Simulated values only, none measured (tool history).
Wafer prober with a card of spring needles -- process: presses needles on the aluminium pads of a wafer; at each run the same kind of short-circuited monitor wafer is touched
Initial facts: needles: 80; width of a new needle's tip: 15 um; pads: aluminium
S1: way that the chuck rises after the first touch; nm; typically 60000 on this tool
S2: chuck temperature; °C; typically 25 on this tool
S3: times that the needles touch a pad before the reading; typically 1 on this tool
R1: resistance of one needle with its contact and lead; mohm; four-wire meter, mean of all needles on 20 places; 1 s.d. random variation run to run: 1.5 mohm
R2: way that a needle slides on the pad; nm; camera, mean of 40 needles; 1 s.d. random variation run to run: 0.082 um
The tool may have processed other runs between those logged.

| run | hour | S1 | S2 | S3 | R1 | R2 |
|---|---|---|---|---|---|---|
| 1 | 0.0 | 60000 | 25 | 1 | 146 | 16320 |
|  | 11.4 | tips cleaned on abrasive film |
|  | 25.4 | tips cleaned on abrasive film |
|  | 40.0 | tips cleaned on abrasive film |
| 2 | 49.5 | 60000 | 25 | 1 | 143 | 16390 |
|  | 56.1 | tips cleaned on abrasive film |
|  | 70.9 | tips cleaned on abrasive film |
| 3 | 79.6 | 60000 | 25 | 1 | 144 | 16260 |
|  | 85.6 | tips cleaned on abrasive film |
|  | 101.4 | tips cleaned on abrasive film |
| 4 | 110.5 | 60000 | 42 | 1 | 148 | 16200 |
|  | 117.2 | tips cleaned on abrasive film |
|  | 132.7 | tips cleaned on abrasive film |
|  | 146.4 | tips cleaned on abrasive film |
| 5 | 155.2 | 60000 | 25 | 1 | 146 | 16310 |
|  | 161.6 | tips cleaned on abrasive film |
|  | 177.5 | tips cleaned on abrasive film |
|  | 193.9 | tips cleaned on abrasive film |
| 6 | 195.1 | 60000 | 25 | 1 | 144 | 16430 |
|  | 208.3 | tips cleaned on abrasive film |
|  | 223.6 | tips cleaned on abrasive film |
| 7 | 229.2 | 60000 | 26 | 1 | 145 | 16290 |
|  | 238.6 | tips cleaned on abrasive film |
|  | 254.7 | tips cleaned on abrasive film |
| 8 | 267.5 | 44000 | 69 | 1 | 158 | 12100 |
|  | 270.9 | tips cleaned on abrasive film |
|  | 286.9 | tips cleaned on abrasive film |
|  | 301.9 | tips cleaned on abrasive film |
| 9 | 313.9 | 44000 | 25 | 1 | 152 | 12000 |
|  | 317.3 | tips cleaned on abrasive film |
|  | 332.1 | tips cleaned on abrasive film |
| 10 | 345.0 | 47000 | 97 | 3 | 157 | 12700 |
|  | 348.4 | tips cleaned on abrasive film |
|  | 352.0 | height of the first contact set anew |
|  | 365.2 | tips cleaned on abrasive film |
|  | 380.6 | tips cleaned on abrasive film |
| 11 | 387.8 | 60000 | 25 | 1 | 145 | 16490 |
|  | 394.5 | tips cleaned on abrasive film |
|  | 409.3 | tips cleaned on abrasive film |
|  | 424.1 | tips cleaned on abrasive film |
|  | 438.3 | tips cleaned on abrasive film |
| 12 | 438.3 | 60000 | 26 | 3 | 145 | 16180 |
|  | 453.7 | tips cleaned on abrasive film |
|  | 469.1 | tips cleaned on abrasive film |
| 13 | 473.4 | 60000 | 26 | 3 | 144 | 16220 |
|  | 483.0 | tips cleaned on abrasive film |
|  | 499.5 | tips cleaned on abrasive film |
| 14 | 505.1 | 60000 | 26 | 3 | 144 | 16230 |

Consider 4 possible next runs. They are alternatives, not a sequence: every one starts from the tool as it was left by run 14. What does each give?
|  | 515.0 | tips cleaned on abrasive film |
|  | 530.7 | tips cleaned on abrasive film |
| A | 538.0 | 48000 | 26 | 1 | ? | ? |
|  | 515.0 | tips cleaned on abrasive film |
|  | 530.7 | tips cleaned on abrasive film |
| B | 538.0 | 52000 | 26 | 3 | ? | ? |
|  | 515.0 | tips cleaned on abrasive film |
|  | 530.7 | tips cleaned on abrasive film |
| C | 538.0 | 65000 | 31 | 3 | ? | ? |
|  | 515.0 | tips cleaned on abrasive film |
|  | 530.7 | tips cleaned on abrasive film |
| D | 538.0 | 72000 | 26 | 2 | ? | ? |

| run | R1 | R2 |
|---|---|---|
| A | 148 | 12930 |
| B | 147 | 14120 |
| C | 143 | 17540 |
| D | 145 | 19610 |
Take away the tool's hidden state, keep each run's random variation, and the runs would have read:
| run | R1 | R2 |
|---|---|---|
| A | 147 | 12930 |
| B | 147 | 14120 |
| C | 143 | 17550 |
| D | 145 | 19610 |
